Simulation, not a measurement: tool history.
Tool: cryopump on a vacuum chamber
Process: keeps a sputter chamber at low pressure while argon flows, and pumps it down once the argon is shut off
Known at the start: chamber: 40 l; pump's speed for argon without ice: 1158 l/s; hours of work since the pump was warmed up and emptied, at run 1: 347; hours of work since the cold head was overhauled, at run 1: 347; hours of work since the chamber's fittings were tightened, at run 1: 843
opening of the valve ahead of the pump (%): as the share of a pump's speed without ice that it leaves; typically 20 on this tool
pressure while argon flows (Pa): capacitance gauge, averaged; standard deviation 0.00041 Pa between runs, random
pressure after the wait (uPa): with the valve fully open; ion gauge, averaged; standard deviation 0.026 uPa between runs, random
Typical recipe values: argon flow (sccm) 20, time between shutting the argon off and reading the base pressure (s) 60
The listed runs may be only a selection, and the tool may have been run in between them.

run,hour,argon flow (sccm),time between shutting the argon off and reading the base pressure (s),opening of the valve ahead of the pump (%),hours of work since the pump was warmed up and emptied,hours of work since the cold head was overhauled,hours of work since the chamber's fittings were tightened,pressure while argon flows (Pa),pressure after the wait (uPa)
1,0.0,20,60,20,347,347,843,0.1485,2.21
2,12.6,20,196,20,357,357,853,0.1480,1.60
3,27.5,37,60,20,370,370,866,0.2742,2.16
4,45.2,37,60,20,385,385,881,0.2747,2.30
5,58.5,30,60,20,396,396,892,0.2230,2.26
6,70.8,30,60,20,407,407,903,0.2233,2.31
7,78.0,20,60,47,413,413,909,0.0643,2.33
8,94.7,20,266,18,427,427,923,0.1643,1.63
9,109.7,17,221,20,440,440,936,0.1273,1.75
10,126.0,17,221,20,454,454,950,0.1263,1.77
11,143.3,13,22,22,468,468,964,0.0873,3.87
12,160.9,13,22,22,483,483,979,0.0881,3.86
13,175.3,20,34,29,496,496,992,0.1037,3.03

Measured minus without-hidden-state, run by run (identical run-to-run variation in each term; gauge scatter may differ):
Hidden conditions of the tool in this case: pump's speed, % of a pump's without ice; cold plate's temperature, K; leak into the chamber, uPa l/s; drift of the gauge itself on working_pa, %; drift of the gauge itself on base_upa, %.
run,pressure while argon flows (Pa),pressure after the wait (uPa)
1,+0.0021,+1.11
2,+0.0022,+1.09
3,+0.0043,+1.12
4,+0.0044,+1.16
5,+0.0037,+1.16
6,+0.0038,+1.20
7,+0.0026,+1.21
8,+0.0027,+1.21
9,+0.0023,+1.23
10,+0.0024,+1.30
11,+0.0019,+1.29
12,+0.0019,+1.30
13,+0.0032,+1.31
